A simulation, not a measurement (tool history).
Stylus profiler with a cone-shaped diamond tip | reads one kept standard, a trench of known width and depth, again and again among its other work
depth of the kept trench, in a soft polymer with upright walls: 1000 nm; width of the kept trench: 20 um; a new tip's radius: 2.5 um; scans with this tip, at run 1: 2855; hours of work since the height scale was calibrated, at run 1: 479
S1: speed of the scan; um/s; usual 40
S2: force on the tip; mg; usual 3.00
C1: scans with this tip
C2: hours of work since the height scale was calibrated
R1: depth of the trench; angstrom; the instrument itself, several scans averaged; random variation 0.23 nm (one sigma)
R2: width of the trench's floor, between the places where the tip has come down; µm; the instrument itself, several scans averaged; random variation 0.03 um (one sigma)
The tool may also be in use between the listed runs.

run	hour	S1	S2	C1	C2	R1	R2
1	0.0	40	3.00	2855	479	10085.6	15.68
2	74.4	40	3.00	3138	527	10083.0	15.64
3	104.7	40	3.00	3253	546	10081.4	15.63
4	169.7	40	3.00	3500	587	10078.7	15.63
5	233.8	40	3.00	3743	628	10081.1	15.60
6	273.3	40	3.00	3893	653	10079.6	15.56
7	344.6	40	3.00	4164	699	10077.8	15.55
8	381.9	14	3.00	4305	722	10077.0	15.58
9	445.2	40	5.10	4546	763	10118.0	15.52
10	477.9	40	5.10	4670	784	10119.6	15.51
11	511.3	40	5.10	4797	805	10119.1	15.46
12	567.8	40	2.31	5011	841	10062.2	15.41
13	628.5	40	2.31	5242	880	10058.1	15.42
14	674.8	40	2.31	5417	909	10055.2	15.44
15	714.0	11	2.31	5566	934	10055.4	15.49
16	754.2	40	3.00	5719	960	10069.6	15.40
17	786.2	19	3.00	5840	980	10069.3	15.49
18	830.1	19	3.00	6007	1008	10070.3	15.45
19	869.0	19	6.51	6155	1033	10134.2	15.39
20	921.3	19	6.51	6353	1066	10138.8	15.48
21	952.4	19	6.51	6471	1086	10135.6	15.39
22	1000.8	16	3.00	6655	1117	10062.1	15.37
23	1061.5	16	3.00	6885	1156	10062.6	15.37
24	1105.8	10	3.93	7054	1184	10086.6	15.27
25	1161.2	40	1.48	7264	1219	10023.5	15.26
26	1206.9	27	2.95	7437	1248	10066.1	15.31
27	1281.3	27	2.95	7720	1296	10058.6	15.27
28	1315.7	54	1.48	7850	1317	10021.7	15.20
29	1389.2	54	1.48	8130	1364	10026.6	15.16
30	1449.9	91	2.75	8360	1403	10056.1	15.10
31	1500.7	91	2.75	8553	1435	10052.7	15.06
32	1575.3	91	2.75	8836	1483	10047.7	15.00
33	1647.6	44	5.69	9111	1529	10110.6	15.12
34	1677.6	30	3.00	9225	1548	10057.1	15.14
35	1714.7	111	2.07	9365	1572	10034.1	15.00
36	1745.2	111	2.07	9481	1591	10035.1	14.85
37	1798.9	12	2.13	9685	1625	10035.0	15.11
38	1845.7	12	3.00	9863	1655	10055.9	15.11
39	1920.6	72	1.49	10147	1703	10012.6	14.98
40	1953.9	18	6.27	10274	1724	10110.0	15.05
41	2010.9	40	4.88	10490	1760	10088.3	15.02
42	2071.0	40	4.88	10718	1799	10086.3	15.02
43	2106.3	10	2.14	10852	1821	10028.3	15.04

5 ways to go on from here, each from the tool as it stands after run 43. What would each give?
A	2172.2	100	8.76	11102	1863	?	?
B	2172.2	10	6.74	11102	1863	?	?
C	2172.2	40	6.94	11102	1863	?	?
D	2172.2	31	1.01	11102	1863	?	?
E	2172.2	27	1.09	11102	1863	?	?

run	R1	R2
A	10148.8	14.97
B	10117.6	15.08
C	10121.5	14.96
D	9994.8	14.96
E	9996.7	14.93
Without the tool's hidden state the same runs would have given:
run	R1	R2
A	10201.6	15.91
B	10170.1	16.03
C	10174.1	15.91
D	10046.8	15.90
E	10048.6	15.88
